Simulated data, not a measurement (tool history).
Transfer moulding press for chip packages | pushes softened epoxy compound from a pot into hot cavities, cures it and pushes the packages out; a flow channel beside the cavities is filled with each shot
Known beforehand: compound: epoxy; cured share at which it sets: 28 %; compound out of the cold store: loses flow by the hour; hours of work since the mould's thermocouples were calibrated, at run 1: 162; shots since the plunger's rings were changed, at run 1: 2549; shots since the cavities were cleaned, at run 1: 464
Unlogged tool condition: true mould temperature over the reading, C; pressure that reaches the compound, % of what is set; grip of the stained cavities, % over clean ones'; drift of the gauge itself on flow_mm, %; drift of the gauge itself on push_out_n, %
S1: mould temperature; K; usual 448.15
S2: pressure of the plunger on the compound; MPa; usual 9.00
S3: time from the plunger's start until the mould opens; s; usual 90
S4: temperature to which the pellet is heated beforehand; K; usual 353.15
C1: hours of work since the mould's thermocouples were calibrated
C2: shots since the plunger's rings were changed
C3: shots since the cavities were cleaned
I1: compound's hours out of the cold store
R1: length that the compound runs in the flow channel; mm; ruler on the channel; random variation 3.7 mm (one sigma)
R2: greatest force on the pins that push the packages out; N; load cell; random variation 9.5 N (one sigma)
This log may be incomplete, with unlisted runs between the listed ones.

| run | day | S1 | S2 | S3 | S4 | C1 | C2 | C3 | I1 | R1 | R2 |
|---|---|---|---|---|---|---|---|---|---|---|---|
| 1 | 0.000 | 448.15 | 9.00 | 90 | 353.15 | 162 | 2549 | 464 | 19.6 | 938 | 633 |
| 2 | 0.225 | 451.15 | 9.00 | 90 | 353.15 | 165 | 2608 | 523 | 20.4 | 932 | 638 |
| 3 | 0.454 | 451.15 | 7.53 | 90 | 353.15 | 167 | 2669 | 584 | 44.2 | 765 | 659 |
| 4 | 0.850 | 451.15 | 7.53 | 94 | 353.15 | 172 | 2773 | 688 | 24.6 | 834 | 640 |
| 5 | 1.025 | 451.15 | 7.53 | 94 | 353.15 | 175 | 2819 | 734 | 13.1 | 878 | 656 |
| 6 | 1.292 | 448.15 | 9.00 | 90 | 353.15 | 178 | 2890 | 805 | 26.4 | 903 | 694 |
| 7 | 1.688 | 448.15 | 9.00 | 90 | 353.15 | 183 | 2994 | 909 | 41.9 | 852 | 749 |
|  | 1.946 | cavities cleaned with cleaning compound and waxed |
| 8 | 2.175 | 448.15 | 9.82 | 90 | 353.15 | 188 | 3107 | 61 | 41.9 | 880 | 468 |
| 9 | 2.354 | 448.15 | 9.82 | 90 | 353.15 | 191 | 3154 | 108 | 35.9 | 905 | 482 |
| 10 | 2.750 | 448.15 | 9.82 | 90 | 353.15 | 196 | 3259 | 213 | 8.4 | 1013 | 544 |
| 11 | 2.933 | 448.15 | 9.82 | 90 | 353.15 | 198 | 3308 | 262 | 40.8 | 893 | 580 |
| 12 | 3.171 | 448.15 | 9.82 | 90 | 353.15 | 201 | 3370 | 324 | 45.6 | 870 | 593 |
| 13 | 3.512 | 448.15 | 9.82 | 90 | 353.15 | 205 | 3460 | 414 | 11.9 | 1009 | 610 |
| 14 | 3.750 | 448.15 | 9.82 | 90 | 353.15 | 209 | 3523 | 477 | 24.6 | 948 | 637 |
| 15 | 4.088 | 448.15 | 9.82 | 90 | 353.15 | 213 | 3612 | 566 | 29.0 | 934 | 654 |
| 16 | 4.267 | 448.15 | 10.86 | 76 | 353.15 | 215 | 3660 | 614 | 33.4 | 960 | 772 |
| 17 | 4.504 | 448.15 | 10.86 | 76 | 353.15 | 218 | 3722 | 676 | 25.5 | 983 | 826 |
| 18 | 4.883 | 448.15 | 9.07 | 76 | 359.15 | 223 | 3823 | 777 | 17.2 | 944 | 852 |
| 19 | 5.188 | 448.15 | 9.07 | 76 | 359.15 | 227 | 3903 | 857 | 21.4 | 925 | 787 |
|  | 5.638 | cavities cleaned with cleaning compound and waxed |
| 20 | 5.642 | 448.15 | 8.50 | 90 | 359.15 | 232 | 4006 | 0 | 28.8 | 865 | 438 |
| 21 | 5.892 | 443.15 | 9.56 | 90 | 345.15 | 235 | 4073 | 67 | 28.4 | 926 | 549 |
| 22 | 6.158 | 443.15 | 8.80 | 77 | 351.15 | 238 | 4142 | 136 | 21.3 | 918 | 774 |
| 23 | 6.400 | 443.15 | 8.80 | 77 | 351.15 | 241 | 4207 | 201 | 40.7 | 843 | 764 |
| 24 | 6.704 | 443.15 | 8.80 | 77 | 351.15 | 245 | 4287 | 281 | 28.0 | 892 | 861 |
| 25 | 7.021 | 440.15 | 8.62 | 90 | 353.15 | 249 | 4370 | 364 | 40.9 | 832 | 791 |
| 26 | 7.196 | 448.15 | 9.00 | 90 | 349.15 | 251 | 4417 | 411 | 34.4 | 863 | 602 |
| 27 | 7.412 | 448.15 | 9.00 | 90 | 349.15 | 254 | 4474 | 468 | 27.0 | 893 | 640 |
| 28 | 7.812 | 448.15 | 8.73 | 90 | 353.15 | 259 | 4580 | 574 | 21.1 | 899 | 674 |
| 29 | 8.104 | 448.15 | 8.73 | 90 | 353.15 | 263 | 4657 | 651 | 44.7 | 815 | 719 |

Here are 4 independent what-if runs from the current tool condition. What would each one return?
| A | 8.342 | 448.15 | 9.26 | 90 | 345.15 | 266 | 4719 | 713 | 14.1 | ? | ? |
| B | 8.342 | 454.15 | 8.73 | 90 | 353.15 | 266 | 4719 | 713 | 32.9 | ? | ? |
| C | 8.342 | 448.15 | 9.47 | 90 | 355.15 | 266 | 4719 | 713 | 28.9 | ? | ? |
| D | 8.342 | 450.15 | 9.00 | 120 | 354.15 | 266 | 4719 | 713 | 47.3 | ? | ? |

| run | R1 | R2 |
|---|---|---|
| A | 955 | 693 |
| B | 848 | 637 |
| C | 905 | 688 |
| D | 813 | 640 |
Stripped of hidden state, with their random variation kept, the same runs would have yielded:
| run | R1 | R2 |
|---|---|---|
| A | 1005 | 427 |
| B | 892 | 392 |
| C | 952 | 424 |
| D | 855 | 389 |
